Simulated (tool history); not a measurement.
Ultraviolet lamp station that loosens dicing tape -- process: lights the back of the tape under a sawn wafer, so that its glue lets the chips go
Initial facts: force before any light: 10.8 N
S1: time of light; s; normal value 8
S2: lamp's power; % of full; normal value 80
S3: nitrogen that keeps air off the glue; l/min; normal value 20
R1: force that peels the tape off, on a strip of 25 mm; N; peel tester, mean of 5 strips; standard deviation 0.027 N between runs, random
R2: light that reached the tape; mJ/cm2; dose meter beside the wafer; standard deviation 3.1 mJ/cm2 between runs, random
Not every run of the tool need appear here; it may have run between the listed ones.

Run 1, hour 0.0: usual settings. Result: R1 1.315 N, R2 461 mJ/cm2.
Run 2, hour 30.6: usual settings but S3 12 l/min. Result: R1 1.778 N, R2 458 mJ/cm2.
Run 3, hour 50.0: usual settings but S2 90 % of full. Result: R1 1.052 N, R2 517 mJ/cm2.
Run 4, hour 72.9: usual settings but S2 90 % of full. Result: R1 1.050 N, R2 518 mJ/cm2.
Run 5, hour 96.4: usual settings but S2 90 % of full. Result: R1 1.045 N, R2 520 mJ/cm2.
Run 6, hour 110.7: usual settings but S2 90 % of full. Result: R1 1.058 N, R2 513 mJ/cm2.
Run 7, hour 139.1: usual settings but S2 77 % of full, S3 32 l/min. Result: R1 1.117 N, R2 439 mJ/cm2.
Run 8, hour 160.2: usual settings but S2 77 % of full, S3 32 l/min. Result: R1 1.110 N, R2 439 mJ/cm2.
Run 9, hour 186.0: usual settings but S2 68 % of full, S3 11 l/min. Result: R1 2.370 N, R2 392 mJ/cm2.
Run 10, hour 220.4: usual settings but S1 6 s, S3 10 l/min. Result: R1 3.083 N, R2 344 mJ/cm2.
Run 11, hour 250.3: usual settings but S1 6 s, S3 10 l/min. Result: R1 3.013 N, R2 345 mJ/cm2.

Each row is a separate what-if for the run after 11, all from the same tool condition, not one after another. Results?
Run A, hour 278.8: usual settings but S1 5 s, S3 18 l/min. Result: R1 ?, R2 ?.
Run B, hour 278.8: usual settings but S1 11 s, S3 10 l/min. Result: R1 ?, R2 ?.
Run C, hour 278.8: usual settings but S1 5 s, S3 38 l/min. Result: R1 ?, R2 ?.

run     R1   R2
  A  2.939  285
  B  1.128  630
  C  2.234  286
With no hidden state in the tool, these same runs would have given:
run     R1   R2
  A  2.923  287
  B  1.118  633
  C  2.219  287
